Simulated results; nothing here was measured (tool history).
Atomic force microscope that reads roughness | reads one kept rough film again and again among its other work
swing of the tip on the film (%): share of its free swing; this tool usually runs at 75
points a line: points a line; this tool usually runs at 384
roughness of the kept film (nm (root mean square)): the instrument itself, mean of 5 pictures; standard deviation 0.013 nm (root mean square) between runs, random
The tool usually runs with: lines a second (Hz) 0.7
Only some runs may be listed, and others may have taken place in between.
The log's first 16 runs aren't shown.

run   hour  lines a second (Hz)  swing of the tip on the film (%)  points a line  roughness of the kept film (nm (root mean square))
 17  129.8                  0.7                                75            384                                                 2.8
 18  135.9                  0.7                                75            384                                               2.718
 19  140.9                  0.7                                75            384                                               2.689
 20  145.6                  0.7                                68            384                                               2.667
 21  151.5                  0.7                                68            384                                               2.591
     153.1  -- height scale calibrated on a step standard
 22  162.6                  0.7                                68            384                                               2.509
 23  171.3                 0.51                                75            384                                               2.442
 24  177.3                  0.7                                83            384                                                2.33
 25    183                  0.7                                83            384                                               2.282
 26  187.8                  0.7                                83            384                                               2.258
     194.1  -- height scale calibrated on a step standard, once more
 27  194.1                0.598                                69            890                                               2.308
 28  203.3                0.723                                56            315                                               2.221
 29  210.3                  0.7                                68            384                                               2.166
 30  221.6                  0.7                                68            384                                               2.099

Run 31 is up next; what results do you expect?
 31  228.6                2.325                                57            384                                                   ?

roughness of the kept film (nm (root mean square)): 2.023
Without the tool's hidden state the same run would have given roughness of the kept film (nm (root mean square)) 2.971.
